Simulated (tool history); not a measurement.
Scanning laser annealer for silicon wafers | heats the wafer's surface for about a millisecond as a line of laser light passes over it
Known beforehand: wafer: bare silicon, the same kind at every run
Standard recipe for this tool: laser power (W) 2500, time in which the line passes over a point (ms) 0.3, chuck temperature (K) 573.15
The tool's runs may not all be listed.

| run | day | laser power (W) | time in which the line passes over a point (ms) | chuck temperature (K) | highest temperature of the surface (K) |
|---|---|---|---|---|---|
| 1 | 0 | 2500 | 0.3 | 573.15 | 1243.15 |
| 2 | 0.358 | 2500 | 0.3 | 570.15 | 1237.15 |
| 3 | 0.746 | 2500 | 0.3 | 573.15 | 1239.15 |
| 4 | 0.921 | 2500 | 0.224 | 573.15 | 1155.15 |
| 5 | 1.312 | 2500 | 0.224 | 573.15 | 1152.15 |
| 6 | 1.675 | 2500 | 0.214 | 573.15 | 1144.15 |
| 7 | 2.079 | 2500 | 0.214 | 573.15 | 1142.15 |
| 8 | 2.471 | 2500 | 0.249 | 573.15 | 1183.15 |
|  | 2.592 | window over the wafer cleaned |
| 9 | 2.954 | 2500 | 0.249 | 573.15 | 1175.15 |
| 10 | 3.142 | 2500 | 0.249 | 573.15 | 1178.15 |
| 11 | 3.346 | 2500 | 0.32 | 573.15 | 1251.15 |
| 12 | 3.617 | 2500 | 0.32 | 573.15 | 1252.15 |
| 13 | 3.804 | 2500 | 0.32 | 606.15 | 1287.15 |
| 14 | 4.192 | 2500 | 0.234 | 573.15 | 1158.15 |
| 15 | 4.567 | 2500 | 0.234 | 573.15 | 1158.15 |
| 16 | 4.85 | 2500 | 0.313 | 546.15 | 1219.15 |
|  | 5.108 | window over the wafer cleaned, once more |
| 17 | 5.267 | 2659 | 0.233 | 573.15 | 1243.15 |
| 18 | 5.542 | 2592 | 0.325 | 573.15 | 1331.15 |
| 19 | 5.75 | 2592 | 0.325 | 573.15 | 1331.15 |
| 20 | 6.088 | 2690 | 0.3 | 573.15 | 1334.15 |
| 21 | 6.488 | 2500 | 0.351 | 533.15 | 1292.15 |
| 22 | 6.867 | 2177 | 0.223 | 580.15 | 1105.15 |
| 23 | 7.271 | 2598 | 0.304 | 573.15 | 1313.15 |
| 24 | 7.496 | 2500 | 0.258 | 573.15 | 1224.15 |
| 25 | 7.867 | 2500 | 0.258 | 573.15 | 1226.15 |
| 26 | 8.221 | 2500 | 0.212 | 573.15 | 1166.15 |

For some of the steps in highest temperature of the surface (K) from one run to the next: how much would appear even if the tool had no hidden state, given the settings, what came in and random variation, and how much remains for the hidden state plus any gauge scatter that the measured result and the result without hidden state don't share?
Unlogged tool condition in this case: light that passes the window, % of a clean one's; laser's true power over the reading, %; width of the line over the set one, %; drift of the gauge itself on peak_c, C.
Run 13 -> 14: time in which the line passes over a point (ms) 0.32 -> 0.234, chuck temperature (K) 606.15 -> 573.15. highest temperature of the surface (K) -129: hidden state +8, all else -137.
Run 16 -> 17: laser power (W) 2500 -> 2659, time in which the line passes over a point (ms) 0.313 -> 0.233, chuck temperature (K) 546.15 -> 573.15, window over the wafer cleaned, once more. highest temperature of the surface (K) +24: hidden state +45, all else -21.
Run 21 -> 22: laser power (W) 2500 -> 2177, time in which the line passes over a point (ms) 0.351 -> 0.223, chuck temperature (K) 533.15 -> 580.15. highest temperature of the surface (K) -187: hidden state +3, all else -190.
Run 22 -> 23: laser power (W) 2177 -> 2598, time in which the line passes over a point (ms) 0.223 -> 0.304, chuck temperature (K) 580.15 -> 573.15. highest temperature of the surface (K) +208: hidden state -4, all else +212.
